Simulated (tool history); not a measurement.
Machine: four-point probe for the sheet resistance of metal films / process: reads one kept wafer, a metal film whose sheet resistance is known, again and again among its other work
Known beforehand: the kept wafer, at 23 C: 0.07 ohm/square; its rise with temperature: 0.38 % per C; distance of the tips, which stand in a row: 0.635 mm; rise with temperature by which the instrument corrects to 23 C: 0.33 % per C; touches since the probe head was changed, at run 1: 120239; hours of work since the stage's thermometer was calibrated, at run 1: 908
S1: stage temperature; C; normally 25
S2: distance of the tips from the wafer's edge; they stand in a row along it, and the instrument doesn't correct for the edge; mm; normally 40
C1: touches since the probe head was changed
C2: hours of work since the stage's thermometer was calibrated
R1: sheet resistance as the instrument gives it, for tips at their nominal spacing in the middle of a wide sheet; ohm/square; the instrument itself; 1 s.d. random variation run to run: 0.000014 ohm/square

run 1 hour=0.0 | S1=25 S2=40 | C1=120239 C2=908 | R1=0.070982
run 2 hour=28.4 | S1=25 S2=40 | C1=121535 C2=926 | R1=0.070988
run 3 hour=74.6 | S1=25 S2=40 | C1=123639 C2=955 | R1=0.071009
-- hour=81.2 new probe head fitted
run 4 hour=133.2 | S1=25 S2=40 | C1=2371 C2=991 | R1=0.069946
run 5 hour=160.9 | S1=25 S2=40 | C1=3630 C2=1008 | R1=0.069942
run 6 hour=189.6 | S1=25 S2=40 | C1=4939 C2=1026 | R1=0.069958
run 7 hour=252.1 | S1=33 S2=40 | C1=7791 C2=1065 | R1=0.070211
run 8 hour=309.3 | S1=19 S2=40 | C1=10398 C2=1101 | R1=0.069776
run 9 hour=342.6 | S1=19 S2=40 | C1=11917 C2=1121 | R1=0.069789
run 10 hour=401.5 | S1=19 S2=40 | C1=14601 C2=1158 | R1=0.069792
run 11 hour=441.9 | S1=19 S2=40 | C1=16440 C2=1183 | R1=0.069841
run 12 hour=479.2 | S1=25 S2=40 | C1=18142 C2=1207 | R1=0.070019
run 13 hour=533.9 | S1=21 S2=40 | C1=20634 C2=1241 | R1=0.069923
run 14 hour=582.3 | S1=21 S2=40 | C1=22840 C2=1271 | R1=0.069931
run 15 hour=614.9 | S1=25 S2=40 | C1=24327 C2=1292 | R1=0.070038
run 16 hour=666.6 | S1=25 S2=40 | C1=26682 C2=1324 | R1=0.070068
run 17 hour=719.8 | S1=25 S2=40 | C1=29108 C2=1357 | R1=0.070081
run 18 hour=780.2 | S1=25 S2=40 | C1=31862 C2=1395 | R1=0.070103
run 19 hour=807.1 | S1=25 S2=40 | C1=33089 C2=1412 | R1=0.070105
run 20 hour=844.0 | S1=25 S2=40 | C1=34771 C2=1435 | R1=0.070087
run 21 hour=900.8 | S1=25 S2=40 | C1=37361 C2=1470 | R1=0.070105
run 22 hour=941.2 | S1=28 S2=33 | C1=39201 C2=1495 | R1=0.070256
run 23 hour=995.4 | S1=22 S2=44 | C1=41669 C2=1529 | R1=0.070017
run 24 hour=1049.2 | S1=22 S2=44 | C1=44126 C2=1563 | R1=0.070055
run 25 hour=1087.4 | S1=18 S2=44 | C1=45863 C2=1587 | R1=0.069920
run 26 hour=1148.3 | S1=25 S2=39 | C1=48640 C2=1625 | R1=0.070181
run 27 hour=1206.7 | S1=25 S2=39 | C1=51301 C2=1661 | R1=0.070184
run 28 hour=1253.3 | S1=28 S2=34 | C1=53429 C2=1690 | R1=0.070298
run 29 hour=1299.3 | S1=33 S2=40 | C1=55525 C2=1719 | R1=0.070457
run 30 hour=1347.8 | S1=23 S2=61 | C1=57733 C2=1749 | R1=0.070143
run 31 hour=1403.5 | S1=25 S2=14 | C1=60275 C2=1784 | R1=0.070279
run 32 hour=1451.8 | S1=24 S2=6 | C1=62476 C2=1814 | R1=0.070626
run 33 hour=1498.2 | S1=18 S2=5 | C1=64592 C2=1843 | R1=0.070607
run 34 hour=1555.0 | S1=18 S2=5 | C1=67178 C2=1879 | R1=0.070603
run 35 hour=1614.0 | S1=22 S2=8 | C1=69870 C2=1915 | R1=0.070407
run 36 hour=1643.3 | S1=22 S2=8 | C1=71206 C2=1934 | R1=0.070398
run 37 hour=1676.6 | S1=20 S2=54 | C1=72722 C2=1955 | R1=0.070106
run 38 hour=1725.4 | S1=24 S2=3 | C1=74945 C2=1985 | R1=0.071895
run 39 hour=1754.8 | S1=25 S2=31 | C1=76288 C2=2003 | R1=0.070304
run 40 hour=1790.7 | S1=23 S2=51 | C1=77923 C2=2026 | R1=0.070228

A few steps of R1 between consecutive runs. Split each: what settings, incoming material and random variation would produce without the hidden state, and what is left over for the hidden state, along with gauge scatter present in only one of the two compared results (measured, and without hidden state):
Unlogged tool condition in this case: inner tips' distance over the nominal, %; tips' flats over new ones', %; wafer's true temperature over the reading, C; drift of the gauge itself on sheet_ohm, %.
Run 3 -> 4: new probe head fitted. R1 -0.001063 ohm/square: hidden state -0.001048, all else -0.000015.
Run 7 -> 8: S1 33 -> 19. R1 -0.000435 ohm/square: hidden state +0.000015, all else -0.000450.
Run 29 -> 30: S1 33 -> 23, S2 40 -> 61. R1 -0.000314 ohm/square: hidden state +0.000015, all else -0.000329.
Run 37 -> 38: S1 20 -> 24, S2 54 -> 3. R1 +0.001789 ohm/square: hidden state +0.000013, all else +0.001776.
Run 38 -> 39: S1 24 -> 25, S2 3 -> 31. R1 -0.001591 ohm/square: hidden state +0.000001, all else -0.001592.
